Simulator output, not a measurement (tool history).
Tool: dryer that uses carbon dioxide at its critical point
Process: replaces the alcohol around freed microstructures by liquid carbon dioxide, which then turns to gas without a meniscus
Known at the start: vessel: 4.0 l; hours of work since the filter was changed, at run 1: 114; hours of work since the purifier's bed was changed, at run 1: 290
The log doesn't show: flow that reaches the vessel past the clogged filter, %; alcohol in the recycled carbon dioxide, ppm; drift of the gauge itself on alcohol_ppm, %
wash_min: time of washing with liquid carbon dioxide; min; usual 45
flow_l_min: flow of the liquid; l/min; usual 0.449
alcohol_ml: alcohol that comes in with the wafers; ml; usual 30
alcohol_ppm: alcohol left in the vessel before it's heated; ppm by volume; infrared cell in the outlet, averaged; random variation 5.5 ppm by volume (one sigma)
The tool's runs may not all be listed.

run    hour  wash_min  flow_l_min  alcohol_ml  hours of work since the filter was changed  hours of work since the purifier's bed was changed  alcohol_ppm
  1       0        45       0.449          30                                         114                                                 290          342
  2    20.8        45       0.449          30                                         129                                                 305          367
  3    59.7        45       0.449          30                                         158                                                 334          402
  4      80        45       0.449          30                                         173                                                 349          401
  5   111.8        45       0.449          30                                         196                                                 372          434
      116.9  -- inlet filter changed
  6   139.9        45       0.449          30                                          17                                                 392          343
  7   157.5        45       0.449          30                                          30                                                 405          333
  8   190.4        45       0.449          30                                          54                                                 429          361
  9   213.5        51       0.449          30                                          71                                                 446          315
 10   240.5        51       0.449          30                                          91                                                 466          328
 11   261.2        51       0.449          30                                         106                                                 481          343
 12   291.1        51       0.449          30                                         128                                                 503          351
 13   321.5        57       0.449          30                                         150                                                 525          326
 14   357.7        57       0.363          30                                         176                                                 552          488
 15   374.8        57       0.363          61                                         189                                                 564          756
      391.6  -- inlet filter changed
 16   411.6        45       0.291          30                                          15                                                 590          871
 17   438.2        45       0.449          30                                          34                                                 610          427
 18   471.7        45       0.449          30                                          59                                                 634          472
 19   489.7        45       0.449          30                                          72                                                 648          469
 20   507.6        45       0.449          30                                          85                                                 661          488
 21   532.8        45       0.449          30                                         103                                                 679          497
 22   555.8        45       0.449          30                                         120                                                 696          507
      563.9  -- purifier's bed changed
 23   582.3        45       0.449          30                                         138                                                  13          239
 24   602.8        45       0.449          30                                         153                                                  28          255
 25   628.6        42       0.569          30                                         171                                                  47          144
 26   648.9        42       0.569          30                                         186                                                  62          155
      667.8  -- inlet filter changed
 27     677        56        0.51         119                                           7                                                  82          139
 28   713.2        45       0.758          29                                          33                                                 109           70
 29     737        45       0.758          29                                          51                                                 126           73
 30   754.1        45       0.371          45                                          63                                                 139          566
 31   790.3        33       0.279          45                                          90                                                 165         2331
 32   816.7        33       0.279          45                                         109                                                 184         2368
 33     851        32       0.554          36                                         134                                                 210          474
 34   874.7        32       0.554          36                                         152                                                 227          484
 35   896.1        38       0.311          22                                         167                                                 243          872
 36   919.5        41        0.65          32                                         184                                                 260          193
      942.5  -- inlet filter changed
 37   957.9        41        0.65          32                                          11                                                 287          161
 38   975.6        41        0.65          32                                          24                                                 300          177
 39   995.8        43        0.29          32                                          39                                                 315          935
 40  1031.1        34       0.294          95                                          65                                                 341         3926
 41  1067.8        34       0.294          95                                          92                                                 368         4231
 42  1095.4        34       0.294          95                                         112                                                 388         4362
 43  1113.1        45       0.573          48                                         125                                                 401          297
 44  1146.6        45       0.573          48                                         150                                                 425          317
 45  1171.4        45       0.573          48                                         168                                                 444          327

How the hidden state differs across the entries between the runs, from the last listed run before each to the first after it:
Between runs 5 and 6: inlet filter changed (hour 116.9)
  flow that reaches the vessel past the clogged filter, %: 83.4 -> 98.7; alcohol in the recycled carbon dioxide, ppm: 167.5 -> 176.3
  measured less the result without the state, alcohol_ppm: +292 -> +187 ppm by volume
Between runs 15 and 16: inlet filter changed (hour 391.6)
  flow that reaches the vessel past the clogged filter, %: 84.9 -> 98.4; alcohol in the recycled carbon dioxide, ppm: 252.6 -> 264.5
  measured less the result without the state, alcohol_ppm: +475 -> +275 ppm by volume
Between runs 22 and 23: purifier's bed changed (hour 563.9)
  flow that reaches the vessel past the clogged filter, %: 89.8 -> 88.4; alcohol in the recycled carbon dioxide, ppm: 310 -> 10.8
  measured less the result without the state, alcohol_ppm: +368 -> +88 ppm by volume
Between runs 26 and 27: inlet filter changed (hour 667.8)
  flow that reaches the vessel past the clogged filter, %: 84.4 -> 99.4; alcohol in the recycled carbon dioxide, ppm: 31.3 -> 40
  measured less the result without the state, alcohol_ppm: +95 -> +39 ppm by volume
Between runs 36 and 37: inlet filter changed (hour 942.5)
  flow that reaches the vessel past the clogged filter, %: 85.2 -> 98.7; alcohol in the recycled carbon dioxide, ppm: 114.3 -> 127.3
  measured less the result without the state, alcohol_ppm: +154 -> +124 ppm by volume
